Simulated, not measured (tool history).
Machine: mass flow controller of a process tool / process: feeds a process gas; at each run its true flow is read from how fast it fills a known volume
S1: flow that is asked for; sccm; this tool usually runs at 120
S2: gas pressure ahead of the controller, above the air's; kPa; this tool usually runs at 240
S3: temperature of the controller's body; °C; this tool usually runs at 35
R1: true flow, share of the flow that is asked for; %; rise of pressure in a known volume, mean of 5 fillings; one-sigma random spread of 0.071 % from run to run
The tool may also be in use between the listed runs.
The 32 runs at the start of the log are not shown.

run 33 hour=3830.1 | S1=96 S2=203 S3=32 | R1=99.91
run 34 hour=4012.6 | S1=69 S2=214 S3=28 | R1=99.7
run 35 hour=4099.1 | S1=96 S2=226 S3=36 | R1=100.04
run 36 hour=4265.8 | S1=78 S2=165 S3=37 | R1=100.05
run 37 hour=4433 | S1=151 S2=184 S3=28 | R1=99.86
run 38 hour=4522.1 | S1=151 S2=237 S3=28 | R1=100.06
run 39 hour=4608.3 | S1=120 S2=264 S3=38 | R1=100.32
run 40 hour=4729.5 | S1=21 S2=181 S3=25 | R1=99.24
run 41 hour=4842.6 | S1=115 S2=215 S3=25 | R1=99.74
run 42 hour=4917.5 | S1=101 S2=158 S3=24 | R1=99.55
run 43 hour=5091.2 | S1=48 S2=158 S3=24 | R1=99.38
run 44 hour=5259.5 | S1=157 S2=241 S3=35 | R1=100.28
run 45 hour=5390.7 | S1=30 S2=174 S3=35 | R1=99.76
run 46 hour=5565.5 | S1=25 S2=223 S3=35 | R1=99.8
run 47 hour=5734.9 | S1=58 S2=175 S3=22 | R1=99.39
run 48 hour=5828.5 | S1=58 S2=175 S3=22 | R1=99.33

Forecast each of these 3 alternatives for the next run:
run A hour=6001.2 | S1=54 S2=170 S3=22 | R1=?
run B hour=6001.2 | S1=58 S2=175 S3=34 | R1=?
run C hour=6001.2 | S1=110 S2=215 S3=37 | R1=?

run=A R1=99.44
run=B R1=99.85
run=C R1=100.19
With no hidden state in the tool, these same runs would have given:
run=A R1=99.46
run=B R1=99.87
run=C R1=100.21
